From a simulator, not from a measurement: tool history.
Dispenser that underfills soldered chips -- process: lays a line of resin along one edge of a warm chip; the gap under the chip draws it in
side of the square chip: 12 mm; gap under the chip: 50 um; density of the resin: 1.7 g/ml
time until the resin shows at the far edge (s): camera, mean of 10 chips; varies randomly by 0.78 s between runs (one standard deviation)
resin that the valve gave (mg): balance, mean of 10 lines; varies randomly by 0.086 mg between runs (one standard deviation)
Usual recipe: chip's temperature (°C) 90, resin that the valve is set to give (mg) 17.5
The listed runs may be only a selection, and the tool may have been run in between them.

run   hour  chip's temperature (°C)  resin that the valve is set to give (mg)  time until the resin shows at the far edge (s)  resin that the valve gave (mg)
  1    0.0                       90                                      17.5                                            84.2                           16.81
  2    6.4                      104                                      17.5                                            68.2                           16.94
       8.8  -- new syringe of resin
  3   11.6                       90                                      15.7                                            96.2                           15.08
      18.2  -- new syringe of resin
  4   18.2                       93                                      17.5                                            67.2                           16.53
      25.2  -- dispensing valve cleaned and set on the balance
  5   25.4                       93                                      17.5                                           101.4                           17.54
      28.9  -- new syringe of resin
  6   30.2                       93                                      17.5                                            74.8                           17.55
  7   35.2                       93                                      17.5                                           102.7                           17.44
      38.1  -- new syringe of resin
  8   40.2                       97                                      17.5                                            67.2                           17.38
  9   46.6                       91                                      17.5                                           135.9                           17.31
      47.6  -- new syringe of resin
 10   50.7                       90                                      17.5                                            94.1                           17.27
 11   54.1                      103                                      17.5                                            66.1                           17.22
      56.8  -- new syringe of resin
 12   62.7                      103                                      17.5                                            64.3                           17.08
      66.2  -- new syringe of resin
 13   70.1                       90                                      17.4                                           106.1                           16.99
      75.9  -- new syringe of resin
 14   77.8                       90                                      17.4                                            90.3                           16.72
 15   84.6                       90                                      17.1                                           142.0                           16.40
      85.4  -- new syringe of resin
 16   90.7                       92                                      17.5                                           103.2                           16.66
      95.0  -- new syringe of resin
 17   98.6                       92                                      17.5                                            93.1                           16.52
 18  102.9                       93                                      15.5                                           122.2                           14.84
     104.7  -- new syringe of resin
 19  107.7                       81                                      19.3                                           145.5                           18.29
     113.4  -- dispensing valve cleaned and set on the balance
     114.9  -- new syringe of resin
 20  116.3                       89                                      16.9                                            90.2                           17.00
     124.6  -- new syringe of resin
 21  124.8                       93                                      17.5                                            71.7                           17.37
 22  130.9                       93                                      15.9                                           109.5                           15.81
     133.9  -- new syringe of resin
 23  137.0                      103                                      19.7                                            53.1                           19.39
     143.4  -- new syringe of resin
 24  145.1                      100                                      18.5                                            56.8                           18.09
 25  149.5                      100                                      18.5                                            74.6                           17.96
     152.9  -- new syringe of resin
 26  153.4                      100                                      18.5                                            51.8                           18.14
 27  157.7                      101                                      16.9                                            67.8                           16.39
 28  161.3                       77                                      17.5                                           263.6                           16.88
     162.6  -- new syringe of resin
 29  169.7                       75                                      19.7                                           259.2                           18.86
     171.8  -- new syringe of resin
 30  175.2                       82                                      22.3                                           144.6                           21.43
 31  179.6                       93                                      17.5                                           119.7                           16.64
     181.4  -- new syringe of resin
 32  183.6                       82                                      17.5                                           138.9                           16.73
     190.7  -- new syringe of resin
 33  192.0                       82                                      17.5                                           130.2                           16.68
 34  196.1                       98                                      21.3                                            78.3                           20.25

Forecast each of these 4 alternatives for the next run:
     200.2  -- new syringe of resin
     201.8  -- dispensing valve cleaned and set on the balance
  A  203.9                       79                                      21.3                                               ?                               ?
     200.2  -- new syringe of resin
     201.8  -- dispensing valve cleaned and set on the balance
  B  203.9                       88                                      20.0                                               ?                               ?
     200.2  -- new syringe of resin
     201.8  -- dispensing valve cleaned and set on the balance
  C  203.9                       81                                      17.0                                               ?                               ?
     200.2  -- new syringe of resin
     201.8  -- dispensing valve cleaned and set on the balance
  D  203.9                       97                                      18.9                                               ?                               ?

run  time until the resin shows at the far edge (s)  resin that the valve gave (mg)
  A                                           158.3                           21.41
  B                                           104.8                           19.80
  C                                           152.6                           17.03
  D                                            67.9                           18.78
With the hidden condition removed and each run's random variation left untouched, the same runs would have given:
run  time until the resin shows at the far edge (s)  resin that the valve gave (mg)
  A                                           118.1                           21.47
  B                                            78.8                           19.87
  C                                           114.0                           17.09
  D                                            51.2                           18.84
